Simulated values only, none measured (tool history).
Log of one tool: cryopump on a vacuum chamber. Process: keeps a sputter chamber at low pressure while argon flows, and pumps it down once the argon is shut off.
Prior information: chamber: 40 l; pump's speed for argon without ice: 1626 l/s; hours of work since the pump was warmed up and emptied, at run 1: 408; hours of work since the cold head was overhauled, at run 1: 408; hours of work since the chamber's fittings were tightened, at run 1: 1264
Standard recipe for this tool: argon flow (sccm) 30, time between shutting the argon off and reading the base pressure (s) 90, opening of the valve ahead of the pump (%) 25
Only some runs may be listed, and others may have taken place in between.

run	hour	argon flow (sccm)	time between shutting the argon off and reading the base pressure (s)	opening of the valve ahead of the pump (%)	hours of work since the pump was warmed up and emptied	hours of work since the cold head was overhauled	hours of work since the chamber's fittings were tightened	pressure while argon flows (Pa)	pressure after the wait (uPa)
1	0.0	30	90	25	408	408	1264	0.1316	2.10
2	23.9	30	90	39	420	420	1277	0.0869	2.14
# hour 42.1: pump warmed up, emptied and cooled again
3	64.7	30	90	43	12	439	1295	0.0725	1.74
4	105.0	30	90	43	33	460	1316	0.0717	1.79
5	136.9	27	90	25	50	477	1333	0.1140	1.86
6	167.7	27	90	25	66	493	1349	0.1130	1.85
7	189.9	30	90	31	77	504	1361	0.1021	1.91
8	226.4	30	90	31	97	524	1380	0.1021	1.95
9	264.2	41	90	31	116	543	1400	0.1401	1.97
10	293.9	41	90	16	132	559	1415	0.2693	2.00
11	315.6	41	90	16	143	570	1427	0.2693	1.99
12	344.6	56	90	25	159	586	1442	0.2373	2.08
13	384.8	31	55	16	180	607	1463	0.2035	2.33
14	410.0	13	298	24	193	620	1476	0.0574	1.92
15	427.0	30	298	24	202	629	1485	0.1334	1.93
16	462.1	16	90	25	220	647	1504	0.0678	2.15

Run 17, settings as shown, results not yet in. Your forecast:
17	493.3	18	96	16	237	664	1520	?	?

For run 17 the tool returned pressure while argon flows (Pa) 0.1194, pressure after the wait (uPa) 2.26.
Without the tool's hidden state the same run would have given pressure while argon flows (Pa) 0.1172, pressure after the wait (uPa) 0.51.

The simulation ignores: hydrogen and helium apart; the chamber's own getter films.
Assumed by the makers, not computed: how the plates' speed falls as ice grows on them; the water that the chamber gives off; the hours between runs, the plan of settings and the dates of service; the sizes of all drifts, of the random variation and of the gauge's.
